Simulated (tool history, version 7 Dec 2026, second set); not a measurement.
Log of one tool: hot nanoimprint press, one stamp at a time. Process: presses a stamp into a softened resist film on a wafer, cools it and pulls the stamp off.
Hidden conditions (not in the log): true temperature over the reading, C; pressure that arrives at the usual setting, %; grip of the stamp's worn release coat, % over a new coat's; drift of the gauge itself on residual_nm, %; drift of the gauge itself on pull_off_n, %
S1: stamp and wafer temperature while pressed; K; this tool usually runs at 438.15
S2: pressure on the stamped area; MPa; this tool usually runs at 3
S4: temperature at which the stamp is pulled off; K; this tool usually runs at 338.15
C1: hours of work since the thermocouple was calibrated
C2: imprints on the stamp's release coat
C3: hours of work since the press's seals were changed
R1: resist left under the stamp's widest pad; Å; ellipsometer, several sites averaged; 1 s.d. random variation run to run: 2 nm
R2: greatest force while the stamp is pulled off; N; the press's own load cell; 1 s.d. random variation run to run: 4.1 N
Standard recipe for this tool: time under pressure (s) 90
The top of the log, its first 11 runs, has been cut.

At hour 283.8: stamp cleaned and given a new release coat.
Run 12, hour 298.4: usual settings; C1 133; C2 39; C3 863. Result: R1 3176 Å, R2 200 N.
Run 13, hour 318.2: usual settings; C1 145; C2 92; C3 875. Result: R1 3174 Å, R2 197 N.
Run 14, hour 348.6: usual settings but time under pressure (s) 168; C1 163; C2 172; C3 893. Result: R1 2456 Å, R2 205 N.
Run 15, hour 378.6: usual settings but time under pressure (s) 168; C1 181; C2 252; C3 910. Result: R1 2469 Å, R2 199 N.
Run 16, hour 401.7: usual settings but S1 430.15 K, S4 344.15 K; C1 195; C2 313; C3 924. Result: R1 4037 Å, R2 173 N.
Run 17, hour 429.5: usual settings but S1 430.15 K, S4 344.15 K; C1 211; C2 386; C3 941. Result: R1 4088 Å, R2 171 N.
Run 18, hour 445.3: usual settings but S1 446.15 K, S4 344.15 K; C1 221; C2 428; C3 950. Result: R1 2465 Å, R2 174 N.
Run 19, hour 476.6: usual settings but S1 446.15 K, S4 344.15 K; C1 239; C2 511; C3 969. Result: R1 2518 Å, R2 168 N.
Run 20, hour 506.9: usual settings but S1 428.15 K, S4 323.15 K; C1 257; C2 591; C3 987. Result: R1 4336 Å, R2 278 N.
Run 21, hour 543.4: usual settings but S1 428.15 K, S4 323.15 K; C1 279; C2 688; C3 1009. Result: R1 4305 Å, R2 273 N.
Run 22, hour 567: usual settings but S1 428.15 K, S4 323.15 K; C1 293; C2 750; C3 1023. Result: R1 4299 Å, R2 271 N.
Run 23, hour 591.1: usual settings but S1 428.15 K, S4 323.15 K; C1 307; C2 814; C3 1037. Result: R1 4317 Å, R2 274 N.
Run 24, hour 622.2: usual settings but S1 441.15 K; C1 326; C2 896; C3 1055. Result: R1 2918 Å, R2 210 N.
Run 25, hour 650.5: usual settings but S1 441.15 K; C1 343; C2 971; C3 1072. Result: R1 2880 Å, R2 192 N.
Run 26, hour 680: usual settings but S1 441.15 K; C1 360; C2 1050; C3 1090. Result: R1 2895 Å, R2 199 N.
Run 27, hour 709.3: usual settings but S2 2.1 MPa, S4 336.15 K; C1 378; C2 1127; C3 1107. Result: R1 3704 Å, R2 208 N.
Run 28, hour 737.3: usual settings but S2 2.1 MPa, S4 336.15 K; C1 394; C2 1201; C3 1124. Result: R1 3664 Å, R2 206 N.
Run 29, hour 769.7: usual settings but S2 2.1 MPa, S4 336.15 K; C1 414; C2 1287; C3 1143. Result: R1 3652 Å, R2 201 N.
Run 30, hour 794.6: usual settings but S2 2.1 MPa, S4 336.15 K; C1 429; C2 1353; C3 1158. Result: R1 3672 Å, R2 203 N.

Alternative continuations, all from the tool just after run 30; predict every row:
Run A, hour 820.3: usual settings but S2 2.24 MPa, time under pressure (s) 96, S4 336.15 K; C1 444; C2 1421; C3 1173. Result: R1 ?, R2 ?.
Run B, hour 820.3: usual settings but S2 2.26 MPa, time under pressure (s) 128, S4 330.15 K; C1 444; C2 1421; C3 1173. Result: R1 ?, R2 ?.
Run C, hour 820.3: usual settings but S2 3.1 MPa; C1 444; C2 1421; C3 1173. Result: R1 ?, R2 ?.
Run D, hour 820.3: usual settings but S4 339.15 K; C1 444; C2 1421; C3 1173. Result: R1 ?, R2 ?.

run    R1   R2
  A  3502  214
  B  3120  239
  C  3165  215
  D  3181  200
Had the tool no hidden state, the same runs would have come out as:
run    R1   R2
  A  3505  212
  B  3124  237
  C  3168  213
  D  3185  199
